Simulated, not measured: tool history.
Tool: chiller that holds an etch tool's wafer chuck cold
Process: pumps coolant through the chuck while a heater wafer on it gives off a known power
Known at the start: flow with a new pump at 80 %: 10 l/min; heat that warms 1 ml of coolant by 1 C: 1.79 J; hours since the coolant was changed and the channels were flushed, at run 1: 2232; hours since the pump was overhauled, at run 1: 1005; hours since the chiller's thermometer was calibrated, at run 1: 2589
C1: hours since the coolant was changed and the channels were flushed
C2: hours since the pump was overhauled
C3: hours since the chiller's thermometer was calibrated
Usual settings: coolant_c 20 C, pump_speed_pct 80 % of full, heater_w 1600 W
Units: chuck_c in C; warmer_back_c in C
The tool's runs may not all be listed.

Run 1, hour 0: usual settings; C1 2232; C2 1005; C3 2589. Result: chuck_c 36.9 C, warmer_back_c 5.62 C.
Run 2, hour 40.8: usual settings but coolant_c 14 C; C1 2273; C2 1046; C3 2630. Result: chuck_c 30.8 C, warmer_back_c 5.55 C.
Run 3, hour 107.8: usual settings but coolant_c 14 C; C1 2340; C2 1112; C3 2696. Result: chuck_c 31.2 C, warmer_back_c 5.62 C.
Run 4, hour 171.5: usual settings but pump_speed_pct 78 % of full; C1 2404; C2 1176; C3 2760. Result: chuck_c 37.5 C, warmer_back_c 5.76 C.
Run 5, hour 251.5: usual settings but pump_speed_pct 78 % of full; C1 2484; C2 1256; C3 2840. Result: chuck_c 37.6 C, warmer_back_c 5.8 C.
Run 6, hour 297.6: usual settings but pump_speed_pct 78 % of full; C1 2530; C2 1302; C3 2886. Result: chuck_c 37.7 C, warmer_back_c 5.86 C.
At hour 306.1: chiller's thermometer calibrated.
Run 7, hour 345.6: usual settings but coolant_c 15 C; C1 2577; C2 1349; C3 39. Result: chuck_c 32.8 C, warmer_back_c 5.71 C.
Run 8, hour 406.9: usual settings but coolant_c 15 C; C1 2638; C2 1411; C3 101. Result: chuck_c 32.8 C, warmer_back_c 5.61 C.
Run 9, hour 446.4: usual settings but coolant_c 15 C; C1 2678; C2 1450; C3 140. Result: chuck_c 32.8 C, warmer_back_c 5.71 C.
Run 10, hour 481.4: usual settings but pump_speed_pct 72 % of full, heater_w 2115 W; C1 2713; C2 1485; C3 175. Result: chuck_c 45.7 C, warmer_back_c 8.43 C.
Run 11, hour 527.6: usual settings but coolant_c 10 C, pump_speed_pct 68 % of full, heater_w 1489 W; C1 2759; C2 1531; C3 221. Result: chuck_c 29.5 C, warmer_back_c 6.26 C.
Run 12, hour 589.6: usual settings but coolant_c 10 C, pump_speed_pct 94 % of full, heater_w 972 W; C1 2821; C2 1593; C3 283. Result: chuck_c 19.9 C, warmer_back_c 2.95 C.
Run 13, hour 638.6: usual settings but coolant_c 10 C, pump_speed_pct 69 % of full, heater_w 1974 W; C1 2870; C2 1642; C3 332. Result: chuck_c 35.1 C, warmer_back_c 8.25 C.

Some steps in chuck_c between neighbouring runs. How much of each would the tool show without its hidden state too (settings, what came in, random variation), and how much is left for the hidden state, with any gauge scatter that isn't in both results?
The hidden state here: heat passed by the chuck's channels, % of clean ones'; flow at a given pump speed, % of a new pump's; coolant's true temperature over the reading, C; drift of the gauge itself on chuck_c, C; drift of the gauge itself on warmer_back_c, C.
Run 10 -> 11: coolant_c 20 -> 10, pump_speed_pct 72 -> 68, heater_w 2115 -> 1489. chuck_c -16.2 C: hidden state -0.6, all else -15.6.
Run 12 -> 13: pump_speed_pct 94 -> 69, heater_w 972 -> 1974. chuck_c +15.2 C: hidden state +1.7, all else +13.5.
